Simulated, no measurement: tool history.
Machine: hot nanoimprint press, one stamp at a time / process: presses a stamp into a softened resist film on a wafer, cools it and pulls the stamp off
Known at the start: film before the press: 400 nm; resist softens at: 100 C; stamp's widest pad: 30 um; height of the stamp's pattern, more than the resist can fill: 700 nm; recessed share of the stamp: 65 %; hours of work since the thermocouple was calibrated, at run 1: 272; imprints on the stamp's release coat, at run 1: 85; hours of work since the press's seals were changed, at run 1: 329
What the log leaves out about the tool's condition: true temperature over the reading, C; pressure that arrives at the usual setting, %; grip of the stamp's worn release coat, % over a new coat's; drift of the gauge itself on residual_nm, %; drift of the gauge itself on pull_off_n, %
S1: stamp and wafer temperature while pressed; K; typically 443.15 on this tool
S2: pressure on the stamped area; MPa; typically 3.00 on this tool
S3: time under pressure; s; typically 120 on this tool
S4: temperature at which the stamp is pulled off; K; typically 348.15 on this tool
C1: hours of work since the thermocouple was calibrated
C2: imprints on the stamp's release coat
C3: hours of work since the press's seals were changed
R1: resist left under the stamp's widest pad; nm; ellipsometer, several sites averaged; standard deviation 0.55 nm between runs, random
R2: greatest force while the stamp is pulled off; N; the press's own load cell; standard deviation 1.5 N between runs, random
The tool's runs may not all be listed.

Run 1, hour 0.0: usual settings; C1 272; C2 85; C3 329. Result: R1 175.0 nm, R2 134 N.
Run 2, hour 25.0: usual settings; C1 284; C2 163; C3 342. Result: R1 176.3 nm, R2 140 N.
Run 3, hour 37.4: usual settings; C1 291; C2 202; C3 348. Result: R1 175.6 nm, R2 142 N.
Run 4, hour 50.1: usual settings; C1 297; C2 241; C3 355. Result: R1 176.3 nm, R2 138 N.
Run 5, hour 71.7: usual settings; C1 308; C2 309; C3 366. Result: R1 175.9 nm, R2 142 N.
Run 6, hour 91.6: usual settings but S1 452.15 K; C1 318; C2 370; C3 376. Result: R1 119.3 nm, R2 145 N.
Run 7, hour 108.8: usual settings but S1 452.15 K, S3 159 s; C1 327; C2 424; C3 385. Result: R1 108.6 nm, R2 144 N.
Run 8, hour 122.4: usual settings but S1 452.15 K, S3 159 s; C1 334; C2 467; C3 392. Result: R1 108.6 nm, R2 145 N.
At hour 127.4: plate thermocouple calibrated.
Run 9, hour 146.4: usual settings but S1 452.15 K, S3 159 s; C1 10; C2 532; C3 403. Result: R1 111.1 nm, R2 147 N.
Run 10, hour 162.2: usual settings but S1 452.15 K, S3 159 s; C1 18; C2 581; C3 411. Result: R1 111.1 nm, R2 152 N.
Run 11, hour 177.5: usual settings but S1 452.15 K, S3 159 s; C1 26; C2 629; C3 419. Result: R1 110.9 nm, R2 154 N.
Run 12, hour 195.1: usual settings but S1 452.15 K, S3 159 s; C1 35; C2 683; C3 428. Result: R1 110.7 nm, R2 154 N.
Run 13, hour 208.4: usual settings; C1 41; C2 725; C3 434. Result: R1 182.4 nm, R2 157 N.
Run 14, hour 221.0: usual settings; C1 48; C2 764; C3 441. Result: R1 181.9 nm, R2 158 N.
Run 15, hour 232.5: usual settings; C1 54; C2 800; C3 447. Result: R1 182.8 nm, R2 159 N.
Run 16, hour 257.1: usual settings but S1 439.15 K, S2 3.09 MPa, S3 140 s; C1 66; C2 876; C3 459. Result: R1 204.1 nm, R2 164 N.
At hour 271.1: plate thermocouple calibrated, once more.
Run 17, hour 282.3: usual settings but S1 436.15 K, S2 2.94 MPa, S3 140 s; C1 6; C2 945; C3 471. Result: R1 221.1 nm, R2 155 N.
Run 18, hour 302.2: usual settings but S1 445.15 K, S2 2.50 MPa, S3 64 s, S4 333.15 K; C1 16; C2 1007; C3 481. Result: R1 211.3 nm, R2 227 N.
Run 19, hour 318.3: usual settings but S1 445.15 K, S2 2.50 MPa, S3 64 s, S4 333.15 K; C1 24; C2 1058; C3 489. Result: R1 211.1 nm, R2 231 N.
At hour 339.5: stamp cleaned and given a new release coat.
Run 20, hour 350.0: usual settings but S1 445.15 K, S2 3.81 MPa, S3 115 s, S4 342.15 K; C1 37; C2 33; C3 502. Result: R1 138.1 nm, R2 155 N.
Run 21, hour 366.7: usual settings but S1 445.15 K, S2 3.81 MPa, S3 115 s, S4 342.15 K; C1 46; C2 84; C3 511. Result: R1 139.3 nm, R2 155 N.
Run 22, hour 378.2: usual settings but S1 445.15 K, S2 3.81 MPa, S3 115 s, S4 342.15 K; C1 52; C2 120; C3 517. Result: R1 138.8 nm, R2 154 N.
Run 23, hour 394.8: usual settings but S1 445.15 K, S2 2.57 MPa, S3 197 s, S4 342.15 K; C1 60; C2 172; C3 525. Result: R1 142.0 nm, R2 157 N.
Run 24, hour 418.1: usual settings but S1 445.15 K, S2 2.57 MPa, S3 197 s, S4 342.15 K; C1 72; C2 245; C3 537. Result: R1 142.8 nm, R2 161 N.
Run 25, hour 434.6: usual settings but S1 453.15 K, S2 2.57 MPa, S3 197 s, S4 349.15 K; C1 81; C2 296; C3 545. Result: R1 101.7 nm, R2 133 N.
Run 26, hour 450.0: usual settings but S1 453.15 K, S2 2.57 MPa, S3 197 s, S4 349.15 K; C1 89; C2 344; C3 553. Result: R1 101.8 nm, R2 138 N.
Run 27, hour 464.7: usual settings but S1 451.15 K, S3 153 s, S4 352.15 K; C1 96; C2 390; C3 561. Result: R1 110.2 nm, R2 124 N.
Run 28, hour 481.4: usual settings but S2 2.92 MPa, S3 88 s, S4 334.15 K; C1 105; C2 442; C3 569. Result: R1 193.4 nm, R2 200 N.
Run 29, hour 494.4: usual settings but S2 2.13 MPa, S3 88 s, S4 334.15 K; C1 111; C2 482; C3 576. Result: R1 224.6 nm, R2 200 N.
Run 30, hour 507.3: usual settings but S2 2.69 MPa, S3 72 s; C1 118; C2 522; C3 583. Result: R1 214.9 nm, R2 144 N.

Subtracting, for every run, the result it would have given without the tool's unlogged condition from the measured result gives the following. The same run-to-run variation enters both numbers; the gauge's scatter may not:
run     R1   R2
  1   +6.8   +5
  2   +7.2   +8
  3   +7.3   +9
  4   +7.4   +9
  5   +7.7  +12
  6   +5.2  +13
  7   +5.0  +15
  8   +5.1  +17
  9   +7.5  +20
 10   +7.6  +23
 11   +7.7  +24
 12   +7.7  +25
 13  +13.2  +27
 14  +13.4  +28
 15  +13.6  +29
 16  +15.6  +32
 17   +0.2  +25
 18   +0.3  +39
 19   +0.6  +43
 20   +1.5   +1
 21   +1.6   +2
 22   +1.8   +3
 23   +1.2   +6
 24   +1.5   +8
 25   +1.2   +7
 26   +1.3   +9
 27   +1.7   +9
 28   +2.9  +17
 29   +2.5  +18
 30   +3.2  +14
